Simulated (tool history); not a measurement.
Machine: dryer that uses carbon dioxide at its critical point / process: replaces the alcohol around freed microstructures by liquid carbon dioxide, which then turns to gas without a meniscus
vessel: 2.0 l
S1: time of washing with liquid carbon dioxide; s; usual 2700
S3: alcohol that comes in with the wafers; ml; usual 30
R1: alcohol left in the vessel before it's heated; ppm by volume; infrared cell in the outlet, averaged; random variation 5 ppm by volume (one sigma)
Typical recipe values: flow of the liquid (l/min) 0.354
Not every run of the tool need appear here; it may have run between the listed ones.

{"run": 1, "hour": 0.0, "S1": 2700, "flow of the liquid (l/min)": 0.354, "S3": 30, "R1": 66}
{"run": 2, "hour": 13.1, "S1": 2700, "flow of the liquid (l/min)": 0.354, "S3": 30, "R1": 58}
{"run": 3, "hour": 21.4, "S1": 2700, "flow of the liquid (l/min)": 0.354, "S3": 30, "R1": 58}
{"run": 4, "hour": 31.7, "S1": 2700, "flow of the liquid (l/min)": 0.354, "S3": 30, "R1": 59}
{"run": 5, "hour": 42.9, "S1": 2700, "flow of the liquid (l/min)": 0.354, "S3": 30, "R1": 63}
{"run": 6, "hour": 51.3, "S1": 2700, "flow of the liquid (l/min)": 0.354, "S3": 30, "R1": 49}
{"run": 7, "hour": 67.9, "S1": 2700, "flow of the liquid (l/min)": 0.354, "S3": 30, "R1": 60}
{"run": 8, "hour": 83.1, "S1": 2700, "flow of the liquid (l/min)": 0.354, "S3": 30, "R1": 57}
{"run": 9, "hour": 92.1, "S1": 2700, "flow of the liquid (l/min)": 0.354, "S3": 30, "R1": 57}
{"run": 10, "hour": 103.7, "S1": 2700, "flow of the liquid (l/min)": 0.354, "S3": 30, "R1": 63}
{"run": 11, "hour": 117.9, "S1": 2700, "flow of the liquid (l/min)": 0.354, "S3": 63, "R1": 87}
{"run": 12, "hour": 127.4, "S1": 2880, "flow of the liquid (l/min)": 0.354, "S3": 30, "R1": 61}
{"run": 13, "hour": 143.8, "S1": 2880, "flow of the liquid (l/min)": 0.305, "S3": 30, "R1": 88}
{"run": 14, "hour": 156.2, "S1": 2880, "flow of the liquid (l/min)": 0.305, "S3": 30, "R1": 77}
{"run": 15, "hour": 171.2, "S1": 2880, "flow of the liquid (l/min)": 0.305, "S3": 30, "R1": 82}
{"run": 16, "hour": 180.3, "S1": 2880, "flow of the liquid (l/min)": 0.305, "S3": 30, "R1": 92}
{"run": 17, "hour": 190.6, "S1": 2700, "flow of the liquid (l/min)": 0.354, "S3": 30, "R1": 73}
{"run": 18, "hour": 208.2, "S1": 2700, "flow of the liquid (l/min)": 0.354, "S3": 21, "R1": 56}
{"run": 19, "hour": 223.3, "S1": 2700, "flow of the liquid (l/min)": 0.354, "S3": 30, "R1": 70}
{"run": 20, "hour": 239.1, "S1": 2700, "flow of the liquid (l/min)": 0.354, "S3": 30, "R1": 69}
{"run": 21, "hour": 249.1, "S1": 2700, "flow of the liquid (l/min)": 0.354, "S3": 30, "R1": 76}
{"run": 22, "hour": 267.9, "S1": 1740, "flow of the liquid (l/min)": 0.354, "S3": 51, "R1": 464}
{"run": 23, "hour": 284.1, "S1": 2700, "flow of the liquid (l/min)": 0.471, "S3": 32, "R1": 55}
{"run": 24, "hour": 292.2, "S1": 2700, "flow of the liquid (l/min)": 0.471, "S3": 32, "R1": 51}
{"run": 25, "hour": 303.5, "S1": 2340, "flow of the liquid (l/min)": 0.587, "S3": 20, "R1": 45}
{"run": 26, "hour": 319.2, "S1": 1680, "flow of the liquid (l/min)": 0.427, "S3": 44, "R1": 245}
{"run": 27, "hour": 334.3, "S1": 1740, "flow of the liquid (l/min)": 0.383, "S3": 36, "R1": 260}
{"run": 28, "hour": 347.8, "S1": 1740, "flow of the liquid (l/min)": 0.383, "S3": 36, "R1": 270}
{"run": 29, "hour": 363.4, "S1": 1740, "flow of the liquid (l/min)": 0.383, "S3": 36, "R1": 265}
{"run": 30, "hour": 376.1, "S1": 2700, "flow of the liquid (l/min)": 0.488, "S3": 25, "R1": 57}
{"hour": 383.5, "done": "inlet filter changed"}
{"run": 31, "hour": 385.7, "S1": 2700, "flow of the liquid (l/min)": 0.488, "S3": 25, "R1": 51}
{"run": 32, "hour": 403.8, "S1": 2700, "flow of the liquid (l/min)": 0.488, "S3": 25, "R1": 52}
{"run": 33, "hour": 414.8, "S1": 2700, "flow of the liquid (l/min)": 0.459, "S3": 25, "R1": 52}
{"run": 34, "hour": 424.7, "S1": 3720, "flow of the liquid (l/min)": 0.4, "S3": 46, "R1": 55}
{"run": 35, "hour": 441.8, "S1": 3540, "flow of the liquid (l/min)": 0.267, "S3": 89, "R1": 98}
{"run": 36, "hour": 449.5, "S1": 3300, "flow of the liquid (l/min)": 0.52, "S3": 38, "R1": 66}
{"run": 37, "hour": 464.9, "S1": 3300, "flow of the liquid (l/min)": 0.52, "S3": 38, "R1": 54}
{"run": 38, "hour": 474.7, "S1": 2700, "flow of the liquid (l/min)": 0.344, "S3": 37, "R1": 83}
{"run": 39, "hour": 489.5, "S1": 1680, "flow of the liquid (l/min)": 0.22, "S3": 42, "R1": 1435}
{"run": 40, "hour": 498.2, "S1": 1980, "flow of the liquid (l/min)": 0.301, "S3": 30, "R1": 254}
{"run": 41, "hour": 510.4, "S1": 3360, "flow of the liquid (l/min)": 0.354, "S3": 75, "R1": 69}
{"run": 42, "hour": 528.6, "S1": 3360, "flow of the liquid (l/min)": 0.354, "S3": 75, "R1": 65}

Results for each run, recomputed without the tool's hidden state and with each run's random variation untouched:
Hidden state present: flow that reaches the vessel past the clogged filter, %; alcohol in the recycled carbon dioxide, ppm; drift of the gauge itself on alcohol_ppm, %.
run=1 R1=28
run=2 R1=17
run=3 R1=18
run=4 R1=18
run=5 R1=20
run=6 R1=6
run=7 R1=16
run=8 R1=12
run=9 R1=11
run=10 R1=17
run=11 R1=28
run=12 R1=16
run=13 R1=32
run=14 R1=21
run=15 R1=24
run=16 R1=34
run=17 R1=22
run=18 R1=5
run=19 R1=15
run=20 R1=13
run=21 R1=20
run=22 R1=251
run=23 R1=8
run=24 R1=6
run=25 R1=0
run=26 R1=106
run=27 R1=112
run=28 R1=121
run=29 R1=112
run=30 R1=8
run=31 R1=2
run=32 R1=4
run=33 R1=4
run=34 R1=6
run=35 R1=45
run=36 R1=14
run=37 R1=3
run=38 R1=28
run=39 R1=1311
run=40 R1=185
run=41 R1=14
run=42 R1=10

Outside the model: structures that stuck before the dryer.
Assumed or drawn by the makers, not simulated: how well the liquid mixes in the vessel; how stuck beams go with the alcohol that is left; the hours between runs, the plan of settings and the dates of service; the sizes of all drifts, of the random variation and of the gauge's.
